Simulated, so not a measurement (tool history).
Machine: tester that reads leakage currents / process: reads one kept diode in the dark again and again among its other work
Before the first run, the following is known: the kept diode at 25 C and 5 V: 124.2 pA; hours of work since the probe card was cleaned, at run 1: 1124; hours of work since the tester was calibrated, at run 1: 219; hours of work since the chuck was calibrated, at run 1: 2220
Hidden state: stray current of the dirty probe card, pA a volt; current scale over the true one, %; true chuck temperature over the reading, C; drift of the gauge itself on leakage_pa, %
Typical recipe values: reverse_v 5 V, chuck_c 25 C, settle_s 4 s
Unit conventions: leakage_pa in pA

run,hour,reverse_v,chuck_c,settle_s,hours of work since the probe card was cleaned,hours of work since the tester was calibrated,hours of work since the chuck was calibrated,leakage_pa
1,0,5,25,4,1124,219,2220,143.39
# hour 9.8: probe card cleaned and baked
2,28.7,5,25,4,8,230,2231,146.76
3,71.1,5,25,4,25,247,2248,146.21
4,115,5,25,4,42,265,2265,147.34
5,139.1,5,25,4,52,274,2275,147.54
6,177.1,1.3,25,4,67,290,2291,67.29
# hour 208.9: probe card cleaned and baked, once more
7,224,1.3,25,4,6,307,2308,64.7
# hour 265.1: chuck's temperature calibrated
8,269.6,1.3,25,4,24,325,2,59.49
9,298.6,1.3,25,4,35,336,13,59.82
10,320.4,1.3,25,4,44,345,22,59.3
11,356.1,5,54,4,58,360,37,1054.53
12,392.1,5,54,4,73,374,51,1047.77
13,439.8,5,25,4,92,393,70,126.58
14,469.5,5,25,4,104,405,82,127.14
15,512.1,5,25,0.38,121,422,100,131.35
16,553.4,5,25,0.38,138,439,116,131.78
17,581,5,25,0.38,149,450,127,131.14
18,624.3,5,25,0.38,167,468,145,131.21
19,668.6,5,25,0.38,184,486,163,131.68
20,711.7,5,25,0.38,202,503,180,132.94
21,745.7,13.15,23,0.38,215,517,194,199.73
22,774.9,13.15,51,3.11,227,528,205,1480.89
23,820.3,13.15,25,2.47,246,547,224,221.21
24,854.1,13.15,25,2.47,259,560,237,222.48
25,904.7,1.1,25,1.16,280,581,258,54.89
26,925.4,1.1,25,1.16,288,589,266,55.03
27,966.1,1.1,25,1.16,304,605,282,55.32
28,1014.8,1.1,25,1.16,324,625,302,55.26
29,1062.4,1.1,25,1.16,343,644,321,55.25
30,1103.2,5,23,4,359,661,338,110.15
31,1124,15.8,25,5,368,669,346,248.77
32,1164.4,2.17,32,2.71,384,685,362,139.96
33,1214.4,2.37,57,9.57,404,705,382,856.22
34,1248,4.07,25,8.16,418,719,396,115.28
35,1283.9,3.89,53,8.16,432,733,410,864.25
36,1306.6,5.59,24,6.71,441,743,420,128.74
37,1327.4,3.8,25,4,450,751,428,111.11
38,1372.6,3.8,25,4,468,769,446,111.03
39,1418.5,7.1,40,4,487,788,465,488.04
40,1469,16.84,25,1.55,507,808,485,265.69

Here are 3 independent what-if runs from the current tool condition. What would each one return?
A,1494.3,13.07,39,1.93,517,818,495,?
B,1494.3,16.84,54,7.79,517,818,495,?
C,1494.3,16.84,25,0.71,517,818,495,?

run,leakage_pa
A,647.34
B,2119.49
C,269.76
The same runs, with their run-to-run variation unchanged, on a tool lacking any hidden condition would have given:
run,leakage_pa
A,624.01
B,2062.34
C,252.79

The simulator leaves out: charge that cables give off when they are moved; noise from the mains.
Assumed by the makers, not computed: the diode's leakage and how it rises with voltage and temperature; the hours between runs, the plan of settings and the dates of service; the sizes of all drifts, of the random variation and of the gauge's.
